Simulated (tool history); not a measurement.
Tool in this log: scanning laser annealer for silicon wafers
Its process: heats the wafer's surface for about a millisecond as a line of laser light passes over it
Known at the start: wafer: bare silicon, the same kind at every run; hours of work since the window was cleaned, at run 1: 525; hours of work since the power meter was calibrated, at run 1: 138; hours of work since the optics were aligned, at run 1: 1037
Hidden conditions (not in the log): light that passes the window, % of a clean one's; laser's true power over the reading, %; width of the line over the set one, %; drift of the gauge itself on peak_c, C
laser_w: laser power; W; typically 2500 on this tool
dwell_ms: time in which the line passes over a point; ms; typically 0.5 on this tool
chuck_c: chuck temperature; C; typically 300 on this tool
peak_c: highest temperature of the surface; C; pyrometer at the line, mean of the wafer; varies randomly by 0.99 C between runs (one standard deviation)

run     day  laser_w  dwell_ms  chuck_c  hours of work since the window was cleaned  hours of work since the power meter was calibrated  hours of work since the optics were aligned  peak_c
  1       0     2500       0.5      300                                         525                                                 138                                         1037  1106.1
  2   0.438     2619       0.5      300                                         531                                                 144                                         1044  1146.5
  3   0.638     2619       0.5      300                                         534                                                 147                                         1046  1145.2
      0.808  -- window over the wafer cleaned
  4   1.138     2540       0.5      300                                           5                                                 153                                         1053  1135.3
  5   1.492     2540       0.5      300                                          10                                                 159                                         1058  1136.1
  6   1.742     2500     0.373      300                                          14                                                 162                                         1061    1000
  7   1.967     2500     0.373      300                                          17                                                 166                                         1065  1000.1
  8   2.383     2500       0.5      300                                          23                                                 172                                         1071  1120.7
  9   2.783     2500       0.5      317                                          29                                                 178                                         1077  1140.6
 10   3.146     2500       0.5      317                                          34                                                 183                                         1082  1138.2
 11   3.475     2500       0.5      333                                          39                                                 188                                         1087  1156.9
 12   3.904     2500       0.5      333                                          45                                                 194                                         1093  1153.3
 13   4.138     2500       0.5      300                                          49                                                 198                                         1097    1121
 14   4.404     2500       0.5      300                                          53                                                 201                                         1100  1122.2
 15   4.642     2500       0.5      300                                          56                                                 205                                         1104  1120.1
 16   5.054     2500       0.5      300                                          62                                                 211                                         1110  1120.2
 17   5.371     2500       0.5      319                                          67                                                 216                                         1115  1139.7
 18   5.829     2500       0.5      319                                          74                                                 222                                         1121  1142.2
 19   6.042     2500       0.5      319                                          77                                                 225                                         1124  1139.3
 20    6.35     2500     0.501      281                                          81                                                 230                                         1129  1101.9
 21   6.788     2310     0.501      281                                          88                                                 236                                         1135  1040.6
 22   7.133     2262     0.467      335                                          93                                                 241                                         1140  1053.2
 23   7.538     2262     0.467      335                                          99                                                 247                                         1146  1049.4
 24   7.958     2262     0.467      335                                         105                                                 253                                         1153  1051.6
 25   8.267     2283     0.604      300                                         109                                                 258                                         1157  1132.1
 26   8.496     2212     0.366      274                                         113                                                 261                                         1160     886
 27   8.929     2500       0.5      333                                         119                                                 268                                         1167  1152.7
 28   9.183     2500       0.5      333                                         123                                                 271                                         1171  1150.6
 29   9.479     2500       0.5      333                                         127                                                 276                                         1175  1152.4
 30   9.846     2437     0.393      290                                         132                                                 281                                         1180   990.4
 31  10.229     2614       0.5      300                                         138                                                 287                                         1186  1155.2

For some of the steps in peak_c from one run to the next: how much would appear even if the tool had no hidden state, given the settings, what came in and random variation, and how much remains for the hidden state plus any gauge scatter that the measured result and the result without hidden state don't share?
Run 3 -> 4: laser_w 2619 -> 2540, window over the wafer cleaned. peak_c -9.9 C: hidden state +15.4, all else -25.3.
Run 25 -> 26: laser_w 2283 -> 2212, dwell_ms 0.604 -> 0.366, chuck_c 300 -> 274. peak_c -246.1 C: hidden state +2.3, all else -248.4.
Run 26 -> 27: laser_w 2212 -> 2500, dwell_ms 0.366 -> 0.5, chuck_c 274 -> 333. peak_c +266.7 C: hidden state -2.4, all else +269.1.
Run 30 -> 31: laser_w 2437 -> 2614, dwell_ms 0.393 -> 0.5, chuck_c 290 -> 300. peak_c +164.8 C: hidden state -1.9, all else +166.7.
